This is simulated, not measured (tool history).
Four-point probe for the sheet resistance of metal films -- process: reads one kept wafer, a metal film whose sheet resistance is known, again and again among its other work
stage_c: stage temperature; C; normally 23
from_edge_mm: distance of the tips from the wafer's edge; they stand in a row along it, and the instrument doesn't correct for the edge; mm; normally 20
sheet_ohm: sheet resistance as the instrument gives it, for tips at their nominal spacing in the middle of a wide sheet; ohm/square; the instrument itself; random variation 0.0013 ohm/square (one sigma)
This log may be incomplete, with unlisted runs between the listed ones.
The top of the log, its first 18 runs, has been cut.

Run 19, hour 662.7: usual settings but stage_c 33 C. Result: sheet_ohm 6.686627 ohm/square.
Run 20, hour 706.2: usual settings but stage_c 33 C. Result: sheet_ohm 6.683150 ohm/square.
Run 21, hour 751.1: usual settings but stage_c 21 C. Result: sheet_ohm 6.666893 ohm/square.
Run 22, hour 776.7: usual settings but stage_c 26 C, from_edge_mm 3 mm. Result: sheet_ohm 7.238816 ohm/square.
Run 23, hour 822.4: usual settings but stage_c 26 C, from_edge_mm 3 mm. Result: sheet_ohm 7.240261 ohm/square.
Run 24, hour 855.4: usual settings but stage_c 21 C, from_edge_mm 3 mm. Result: sheet_ohm 7.233165 ohm/square.
Run 25, hour 889.5: usual settings but stage_c 27 C, from_edge_mm 3 mm. Result: sheet_ohm 7.241133 ohm/square.
Run 26, hour 931.7: usual settings but stage_c 25 C, from_edge_mm 23 mm. Result: sheet_ohm 6.664841 ohm/square.
Run 27, hour 961.6: usual settings but stage_c 22 C, from_edge_mm 5 mm. Result: sheet_ohm 6.873628 ohm/square.
Run 28, hour 998.9: usual settings but stage_c 19 C, from_edge_mm 37 mm. Result: sheet_ohm 6.652430 ohm/square.
Run 29, hour 1031.2: usual settings but stage_c 26 C. Result: sheet_ohm 6.670406 ohm/square.
Run 30, hour 1074.4: usual settings but stage_c 26 C. Result: sheet_ohm 6.668138 ohm/square.
Run 31, hour 1098.2: usual settings but stage_c 26 C. Result: sheet_ohm 6.671466 ohm/square.

Run 32 has not been measured yet. What should we expect?
Run 32, hour 1121.8: usual settings but stage_c 26 C. Result: sheet_ohm ?.

Run 32 yielded sheet_ohm 6.669556 ohm/square.
Take away the tool's hidden state, keep the run-to-run variation as it was, and the same run would have given sheet_ohm 6.692177 ohm/square.
